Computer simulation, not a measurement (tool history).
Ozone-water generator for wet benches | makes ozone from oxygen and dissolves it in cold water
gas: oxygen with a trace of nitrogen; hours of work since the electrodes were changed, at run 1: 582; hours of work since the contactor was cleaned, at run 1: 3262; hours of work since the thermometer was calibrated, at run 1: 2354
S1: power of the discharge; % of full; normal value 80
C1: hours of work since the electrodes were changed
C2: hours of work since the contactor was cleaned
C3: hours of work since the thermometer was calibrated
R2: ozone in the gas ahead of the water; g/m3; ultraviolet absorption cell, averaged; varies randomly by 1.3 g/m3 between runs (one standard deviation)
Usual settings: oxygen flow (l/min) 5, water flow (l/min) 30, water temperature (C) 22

run 1 hour=0 | S1=80 oxygen_flow_(l/min)=5 water_flow_(l/min)=30 water_temperature_(C)=22 | C1=582 C2=3262 C3=2354 | dissolved_ozone_(ppm)=16.8 R2=246.1
run 2 hour=22.6 | S1=80 oxygen_flow_(l/min)=5 water_flow_(l/min)=30 water_temperature_(C)=22 | C1=597 C2=3277 C3=2368 | dissolved_ozone_(ppm)=17 R2=245.4
run 3 hour=62.2 | S1=80 oxygen_flow_(l/min)=5 water_flow_(l/min)=30 water_temperature_(C)=22 | C1=622 C2=3302 C3=2394 | dissolved_ozone_(ppm)=16.6 R2=247
run 4 hour=99.5 | S1=80 oxygen_flow_(l/min)=5 water_flow_(l/min)=30 water_temperature_(C)=22 | C1=646 C2=3326 C3=2418 | dissolved_ozone_(ppm)=16.7 R2=246.2
run 5 hour=140.1 | S1=80 oxygen_flow_(l/min)=5 water_flow_(l/min)=45 water_temperature_(C)=22 | C1=672 C2=3352 C3=2444 | dissolved_ozone_(ppm)=10.5 R2=247.2
run 6 hour=168.8 | S1=80 oxygen_flow_(l/min)=5 water_flow_(l/min)=38 water_temperature_(C)=22 | C1=691 C2=3371 C3=2462 | dissolved_ozone_(ppm)=12.8 R2=247.7
run 7 hour=202.6 | S1=80 oxygen_flow_(l/min)=5.53 water_flow_(l/min)=38 water_temperature_(C)=22 | C1=713 C2=3392 C3=2484 | dissolved_ozone_(ppm)=12.7 R2=233.7
run 8 hour=244.1 | S1=80 oxygen_flow_(l/min)=5.53 water_flow_(l/min)=38 water_temperature_(C)=22 | C1=739 C2=3419 C3=2511 | dissolved_ozone_(ppm)=12.8 R2=233.3
run 9 hour=290.2 | S1=80 oxygen_flow_(l/min)=5.53 water_flow_(l/min)=38 water_temperature_(C)=22 | C1=769 C2=3449 C3=2540 | dissolved_ozone_(ppm)=13 R2=234.1
run 10 hour=324.4 | S1=80 oxygen_flow_(l/min)=5.53 water_flow_(l/min)=38 water_temperature_(C)=22 | C1=791 C2=3471 C3=2562 | dissolved_ozone_(ppm)=12.9 R2=238.5
run 11 hour=351.5 | S1=55 oxygen_flow_(l/min)=5 water_flow_(l/min)=30 water_temperature_(C)=22 | C1=808 C2=3488 C3=2580 | dissolved_ozone_(ppm)=12.7 R2=189.8
run 12 hour=377.3 | S1=55 oxygen_flow_(l/min)=5 water_flow_(l/min)=45 water_temperature_(C)=26 | C1=825 C2=3505 C3=2596 | dissolved_ozone_(ppm)=7.5 R2=187.4
run 13 hour=425.5 | S1=61 oxygen_flow_(l/min)=5 water_flow_(l/min)=30 water_temperature_(C)=22 | C1=856 C2=3536 C3=2627 | dissolved_ozone_(ppm)=13.9 R2=205.5
run 14 hour=458.1 | S1=86 oxygen_flow_(l/min)=3.35 water_flow_(l/min)=30 water_temperature_(C)=22 | C1=877 C2=3557 C3=2648 | dissolved_ozone_(ppm)=17 R2=336.5
-- hour=498.5 contactor cleaned
run 15 hour=508 | S1=49 oxygen_flow_(l/min)=5 water_flow_(l/min)=34 water_temperature_(C)=22 | C1=906 C2=6 C3=2678 | dissolved_ozone_(ppm)=9.8 R2=174.5
-- hour=526.9 gauge calibrated
run 16 hour=533.2 | S1=80 oxygen_flow_(l/min)=5 water_flow_(l/min)=32 water_temperature_(C)=15 | C1=923 C2=22 C3=2694 | dissolved_ozone_(ppm)=17.1 R2=244
run 17 hour=581 | S1=80 oxygen_flow_(l/min)=3.18 water_flow_(l/min)=21 water_temperature_(C)=16 | C1=954 C2=53 C3=2725 | dissolved_ozone_(ppm)=25.1 R2=321.6
run 18 hour=602.5 | S1=65 oxygen_flow_(l/min)=3.18 water_flow_(l/min)=21 water_temperature_(C)=16 | C1=967 C2=67 C3=2739 | dissolved_ozone_(ppm)=21.5 R2=278.1
run 19 hour=634.7 | S1=57 oxygen_flow_(l/min)=5.58 water_flow_(l/min)=21 water_temperature_(C)=20 | C1=988 C2=88 C3=2759 | dissolved_ozone_(ppm)=18.8 R2=181.1
run 20 hour=661.8 | S1=46 oxygen_flow_(l/min)=4.21 water_flow_(l/min)=25 water_temperature_(C)=20 | C1=1005 C2=105 C3=2777 | dissolved_ozone_(ppm)=13.6 R2=182.3

Each row is a separate what-if for the run after 20, all from the same tool condition, not one after another. Results?
run A hour=711.2 | S1=80 oxygen_flow_(l/min)=5 water_flow_(l/min)=30 water_temperature_(C)=17 | C1=1037 C2=137 C3=2809 | dissolved_ozone_(ppm)=? R2=?
run B hour=711.2 | S1=80 oxygen_flow_(l/min)=2.55 water_flow_(l/min)=30 water_temperature_(C)=29 | C1=1037 C2=137 C3=2809 | dissolved_ozone_(ppm)=? R2=?
run C hour=711.2 | S1=80 oxygen_flow_(l/min)=5.21 water_flow_(l/min)=45 water_temperature_(C)=21 | C1=1037 C2=137 C3=2809 | dissolved_ozone_(ppm)=? R2=?

run=A dissolved_ozone_(ppm)=17.4 R2=247.3
run=B dissolved_ozone_(ppm)=14.5 R2=367.5
run=C dissolved_ozone_(ppm)=10.4 R2=238.9
What these runs would have given with no unlogged condition in the tool:
run=A dissolved_ozone_(ppm)=17.4 R2=245
run=B dissolved_ozone_(ppm)=14.5 R2=364.1
run=C dissolved_ozone_(ppm)=10.4 R2=236.7

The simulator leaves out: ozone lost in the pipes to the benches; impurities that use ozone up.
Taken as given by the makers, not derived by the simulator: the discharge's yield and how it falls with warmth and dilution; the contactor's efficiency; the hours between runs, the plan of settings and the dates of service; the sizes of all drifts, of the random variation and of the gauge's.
